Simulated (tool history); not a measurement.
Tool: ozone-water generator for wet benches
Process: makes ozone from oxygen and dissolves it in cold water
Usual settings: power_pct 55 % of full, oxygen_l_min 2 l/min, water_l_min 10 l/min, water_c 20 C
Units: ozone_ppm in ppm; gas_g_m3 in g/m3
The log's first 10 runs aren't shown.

run    hour  power_pct  oxygen_l_min  water_l_min  water_c  hours of work since the electrodes were changed  hours of work since the contactor was cleaned  hours of work since the thermometer was calibrated  ozone_ppm  gas_g_m3
 11   850.7         55             2           10       20                                             2042                                           2855                                                 684       15.4     159.3
 12   936.1         55             2           10       20                                             2110                                           2924                                                 752       15.4       159
 13    1052         55             2           10       20                                             2203                                           3017                                                 846       15.6     158.8
 14  1176.4         55             2           10       20                                             2303                                           3117                                                 946       15.3     157.4
 15  1258.9         55             2           10       18                                             2370                                           3183                                                1012       15.7       157
     1270.3  -- contactor cleaned
 16  1337.7         55             2           10       18                                             2430                                             54                                                1072       15.2       157
 17  1414.9         55             2           10       18                                             2492                                            116                                                1134       15.4     156.5
 18  1525.6         47           1.1           11       15                                             2581                                            205                                                1223       10.2     167.7
 19  1587.3         47           1.1           11       15                                             2630                                            255                                                1273       10.3     167.4
 20  1664.6         47           1.1           11       15                                             2693                                            317                                                1335       10.3     169.8
 21  1772.4         47           1.1           11       15                                             2779                                            404                                                1421       10.3     168.5
     1796.9  -- contactor cleaned, once more
 22  1900.1         82           1.1           10       17                                             2879                                             83                                                1521       17.2     247.5
 23  2005.4         82           1.1           10       17                                             2963                                            168                                                1605       17.1     246.7
 24    2093         55             2           10       27                                             3034                                            238                                                1676         14     152.5
 25  2177.9         55             2           10       27                                             3102                                            306                                                1744       13.9     151.4
 26  2294.2         95          3.32           10       23                                             3195                                            400                                                1837       23.3     188.6
 27  2352.3         81          2.06           10       13                                             3242                                            446                                                1884       21.8     197.4
 28  2416.5         60          1.92            6       18                                             3294                                            498                                                1936       23.5     163.2
 29  2488.3         42             2            8       20                                             3351                                            556                                                1993       14.9     124.2
 30  2593.1         64          1.01            8       27                                             3436                                            640                                                2078       15.1     210.1
 31  2695.1         55          2.98           10       20                                             3518                                            722                                                2160       16.3     132.6
 32  2786.2         40             2            8       14                                             3591                                            795                                                2233       15.5     120.7

4 ways to go on from here, each from the tool as it stands after run 32. What would each give?
  A  2846.9         55          2.55            8       13                                             3640                                            844                                                2282          ?         ?
  B  2846.9         99             2            8       14                                             3640                                            844                                                2282          ?         ?
  C  2846.9         40             2            8       23                                             3640                                            844                                                2282          ?         ?
  D  2846.9         40             2            8       23                                             3640                                            844                                                2282          ?         ?

run  ozone_ppm  gas_g_m3
  A       20.3     137.3
  B       28.4     224.9
  C       13.5     119.8
  D       13.7     119.7
Without the tool's hidden state the same runs would have given:
run  ozone_ppm  gas_g_m3
  A       23.1     154.8
  B       34.5     269.9
  C       14.9     130.5
  D       15.1     130.4
